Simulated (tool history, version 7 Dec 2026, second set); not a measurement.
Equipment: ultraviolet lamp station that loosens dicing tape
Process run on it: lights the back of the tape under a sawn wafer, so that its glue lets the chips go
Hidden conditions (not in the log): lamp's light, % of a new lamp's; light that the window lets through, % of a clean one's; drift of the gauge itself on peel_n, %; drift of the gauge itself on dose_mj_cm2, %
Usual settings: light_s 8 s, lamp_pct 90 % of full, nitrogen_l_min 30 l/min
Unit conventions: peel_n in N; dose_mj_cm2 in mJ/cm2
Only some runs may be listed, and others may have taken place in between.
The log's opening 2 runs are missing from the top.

| run | day | light_s | lamp_pct | nitrogen_l_min | hours of work of the lamp | hours of work since the window was cleaned | peel_n | dose_mj_cm2 |
|---|---|---|---|---|---|---|---|---|
| 3 | 8.096 | 8 | 90 | 30 | 402 | 244 | 0.409 | 660 |
| 4 | 10.429 | 8 | 90 | 51 | 432 | 274 | 0.284 | 656 |
|  | 11.717 | window cleaned of glue's vapour |
| 5 | 12.708 | 8 | 90 | 51 | 461 | 13 | 0.276 | 661 |
| 6 | 15.012 | 8 | 90 | 51 | 490 | 42 | 0.278 | 651 |
| 7 | 17.808 | 8 | 90 | 51 | 526 | 78 | 0.262 | 660 |
| 8 | 21.983 | 8 | 90 | 33 | 580 | 132 | 0.367 | 657 |
| 9 | 25.950 | 8 | 90 | 30 | 631 | 183 | 0.398 | 652 |
| 10 | 27.908 | 8 | 90 | 30 | 656 | 208 | 0.391 | 657 |
| 11 | 31.033 | 13 | 90 | 30 | 697 | 249 | 0.197 | 1071 |
|  | 34.392 | window cleaned of glue's vapour |
| 12 | 35.304 | 8 | 90 | 30 | 751 | 12 | 0.411 | 656 |
| 13 | 38.646 | 8 | 90 | 24 | 794 | 55 | 0.488 | 662 |
| 14 | 41.738 | 8 | 90 | 24 | 834 | 95 | 0.490 | 652 |
| 15 | 43.479 | 8 | 90 | 14 | 856 | 117 | 0.835 | 655 |
| 16 | 45.762 | 8 | 90 | 14 | 886 | 146 | 0.841 | 658 |
| 17 | 49.842 | 8 | 83 | 43 | 938 | 199 | 0.358 | 600 |
| 18 | 52.862 | 8 | 83 | 43 | 977 | 238 | 0.368 | 606 |
| 19 | 55.117 | 8 | 83 | 43 | 1006 | 267 | 0.363 | 609 |
|  | 57.062 | window cleaned of glue's vapour |
| 20 | 58.612 | 8 | 90 | 46 | 1051 | 20 | 0.280 | 657 |
| 21 | 60.571 | 8 | 90 | 46 | 1076 | 45 | 0.282 | 657 |
| 22 | 63.896 | 4 | 97 | 34 | 1119 | 88 | 1.359 | 353 |
| 23 | 66.558 | 8 | 97 | 44 | 1153 | 122 | 0.258 | 705 |
| 24 | 70.029 | 8 | 97 | 44 | 1198 | 167 | 0.264 | 711 |

Expected results for the next run?
| 25 | 71.808 | 7 | 83 | 30 | 1221 | 190 | ? | ? |

peel_n: 0.657 N
dose_mj_cm2: 536 mJ/cm2
Without the tool's hidden state the same run would have given peel_n 0.653 N, dose_mj_cm2 538 mJ/cm2.
